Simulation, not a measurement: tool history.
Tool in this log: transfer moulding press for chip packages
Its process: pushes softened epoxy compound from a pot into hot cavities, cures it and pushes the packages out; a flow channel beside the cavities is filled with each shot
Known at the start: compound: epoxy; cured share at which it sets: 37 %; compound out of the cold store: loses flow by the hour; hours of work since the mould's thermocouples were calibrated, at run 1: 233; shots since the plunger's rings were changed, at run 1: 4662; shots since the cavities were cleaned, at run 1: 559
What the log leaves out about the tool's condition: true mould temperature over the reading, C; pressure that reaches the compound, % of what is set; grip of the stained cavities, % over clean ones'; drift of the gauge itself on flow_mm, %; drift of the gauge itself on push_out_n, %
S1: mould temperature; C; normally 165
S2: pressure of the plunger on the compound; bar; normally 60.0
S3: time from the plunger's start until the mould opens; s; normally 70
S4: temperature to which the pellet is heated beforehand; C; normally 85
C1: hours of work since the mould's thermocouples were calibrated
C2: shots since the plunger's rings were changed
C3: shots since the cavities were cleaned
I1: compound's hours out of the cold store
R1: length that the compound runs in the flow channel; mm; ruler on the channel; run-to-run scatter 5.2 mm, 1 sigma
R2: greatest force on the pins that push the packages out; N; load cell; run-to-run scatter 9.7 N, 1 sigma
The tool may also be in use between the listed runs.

Run 1, day 0.000: usual settings; C1 233; C2 4662; C3 559; I1 27.4. Result: R1 932 mm, R2 736 N.
At day 0.442: plunger's sealing rings changed.
At day 0.896: cavities cleaned with cleaning compound and waxed.
Run 2, day 1.529: usual settings; C1 253; C2 375; C3 231; I1 45.1. Result: R1 932 mm, R2 894 N.
Run 3, day 2.250: usual settings; C1 264; C2 638; C3 494; I1 42.3. Result: R1 943 mm, R2 882 N.
At day 3.142: cavities cleaned with cleaning compound and waxed.
Run 4, day 3.754: usual settings; C1 285; C2 1166; C3 224; I1 20.1. Result: R1 991 mm, R2 602 N.
At day 5.442: cavities cleaned with cleaning compound and waxed.
Run 5, day 5.442: usual settings but S2 61.1 bar; C1 310; C2 1760; C3 0; I1 43.1. Result: R1 931 mm, R2 478 N.
Run 6, day 7.092: usual settings but S2 61.1 bar; C1 334; C2 2364; C3 604; I1 16.3. Result: R1 992 mm, R2 768 N.
At day 7.671: cavities cleaned with cleaning compound and waxed.
Run 7, day 8.562: usual settings but S1 160 C, S2 61.1 bar; C1 355; C2 2878; C3 326; I1 26.3. Result: R1 987 mm, R2 830 N.
At day 9.925: cavities cleaned with cleaning compound and waxed.
At day 10.075: cavities cleaned with cleaning compound and waxed, once more.
Run 8, day 10.200: usual settings but S1 160 C, S2 61.1 bar; C1 378; C2 3433; C3 47; I1 24.6. Result: R1 982 mm, R2 652 N.
Run 9, day 11.612: usual settings but S1 160 C, S2 61.1 bar, S4 90 C; C1 399; C2 3948; C3 562; I1 18.4. Result: R1 991 mm, R2 935 N.
At day 12.342: cavities cleaned with cleaning compound and waxed.
Run 10, day 12.942: usual settings; C1 418; C2 4411; C3 219; I1 31.0. Result: R1 924 mm, R2 599 N.
Run 11, day 13.862: usual settings but S2 45.7 bar; C1 432; C2 4749; C3 557; I1 22.9. Result: R1 821 mm, R2 731 N.
At day 14.071: plunger's sealing rings changed.
At day 14.679: cavities cleaned with cleaning compound and waxed.
Run 12, day 14.946: usual settings but S2 45.7 bar; C1 446; C2 298; C3 98; I1 44.3. Result: R1 814 mm, R2 528 N.
Run 13, day 16.092: usual settings but S2 45.7 bar; C1 463; C2 717; C3 517; I1 37.0. Result: R1 833 mm, R2 719 N.

Expected results for the next run?
At day 16.892: cavities cleaned with cleaning compound and waxed.
Run 14, day 16.950: usual settings but S2 74.4 bar; C1 475; C2 1009; C3 22; I1 34.2. Result: R1 ?, R2 ?.

{"run 14": {"R1": 1066, "R2": 476}}
If the tool had no hidden condition, the same run with the same run-to-run variation would have returned R1 1081 mm, R2 437 N.
